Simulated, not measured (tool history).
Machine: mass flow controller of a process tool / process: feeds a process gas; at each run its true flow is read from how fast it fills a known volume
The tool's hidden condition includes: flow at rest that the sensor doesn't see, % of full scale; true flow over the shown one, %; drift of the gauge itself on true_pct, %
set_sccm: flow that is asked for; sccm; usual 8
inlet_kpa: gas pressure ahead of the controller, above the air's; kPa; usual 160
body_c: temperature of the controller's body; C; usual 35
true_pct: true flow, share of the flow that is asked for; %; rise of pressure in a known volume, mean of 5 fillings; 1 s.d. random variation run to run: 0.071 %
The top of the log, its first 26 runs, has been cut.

| run | hour | set_sccm | inlet_kpa | body_c | hours of work since the controller was set to zero | hours of work since the controller was changed | true_pct |
|---|---|---|---|---|---|---|---|
|  | 9304.0 | controller exchanged for a calibrated one |
| 27 | 9454.7 | 8 | 147 | 35 | 94 | 94 | 100.43 |
| 28 | 9821.9 | 5 | 207 | 35 | 324 | 324 | 100.28 |
| 29 | 10190.0 | 4 | 229 | 30 | 554 | 554 | 100.14 |
| 30 | 10584.7 | 8 | 167 | 30 | 801 | 801 | 99.93 |
| 31 | 10952.0 | 8 | 167 | 30 | 1031 | 1031 | 100.06 |
| 32 | 11210.8 | 8 | 167 | 30 | 1192 | 1192 | 100.12 |
| 33 | 11473.6 | 8 | 167 | 30 | 1357 | 1357 | 99.99 |
| 34 | 11807.5 | 8 | 167 | 30 | 1566 | 1566 | 99.83 |
| 35 | 12283.2 | 13 | 191 | 30 | 1863 | 1863 | 99.61 |
| 36 | 12726.8 | 13 | 191 | 30 | 2141 | 2141 | 99.58 |

The next listed run, before its measurement:
| 37 | 12940.6 | 13 | 191 | 30 | 2274 | 2274 | ? |

Run 37 gave true_pct 99.42 %.
Were there no unlogged condition in the tool, this run, its random variation unchanged, would have produced true_pct 100.04 %.
